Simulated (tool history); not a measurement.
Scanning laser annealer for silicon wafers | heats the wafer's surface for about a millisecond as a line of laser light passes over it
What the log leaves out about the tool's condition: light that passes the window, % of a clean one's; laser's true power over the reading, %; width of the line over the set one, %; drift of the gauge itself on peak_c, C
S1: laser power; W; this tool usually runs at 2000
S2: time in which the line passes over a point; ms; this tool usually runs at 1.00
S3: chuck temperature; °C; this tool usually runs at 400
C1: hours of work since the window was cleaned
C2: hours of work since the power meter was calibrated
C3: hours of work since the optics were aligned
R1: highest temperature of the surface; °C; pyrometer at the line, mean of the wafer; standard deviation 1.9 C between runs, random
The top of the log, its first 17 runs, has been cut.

run    hour    S1    S2   S3   C1    C2   C3    R1
 18   917.6  2000  1.00  400   55  1613   55  1202
 19   987.1  2000  1.00  400   90  1648   90  1203
 20  1026.8  2000  1.00  400  110  1668  110  1207
 21  1073.2  2000  1.00  392  134  1692  134  1202
 22  1132.4  2000  1.00  392  164  1722  164  1196
 23  1183.7  2000  1.14  400  190  1748  190  1260
 24  1243.5  1997  0.85  436  220  1778  220  1174
 25  1296.9  1849  1.24  410  247  1805  247  1234
 26  1330.3  1849  1.24  410  264  1822  264  1230
 27  1364.5  1849  1.24  410  282  1840  282  1232
 28  1409.2  2000  1.09  405  304  1862  304  1244
 29  1454.2  2076  1.00  381  327  1885  327  1217
 30  1521.3  1985  0.95  434  361  1919  361  1210

Run 31 is up next; what results do you expect?
 31  1554.3  1716  0.72  414  378  1936  378   ?

{"run 31": {"R1": 987}}
If the tool had no hidden condition, the same run with the same run-to-run variation would have returned R1 987 °C.
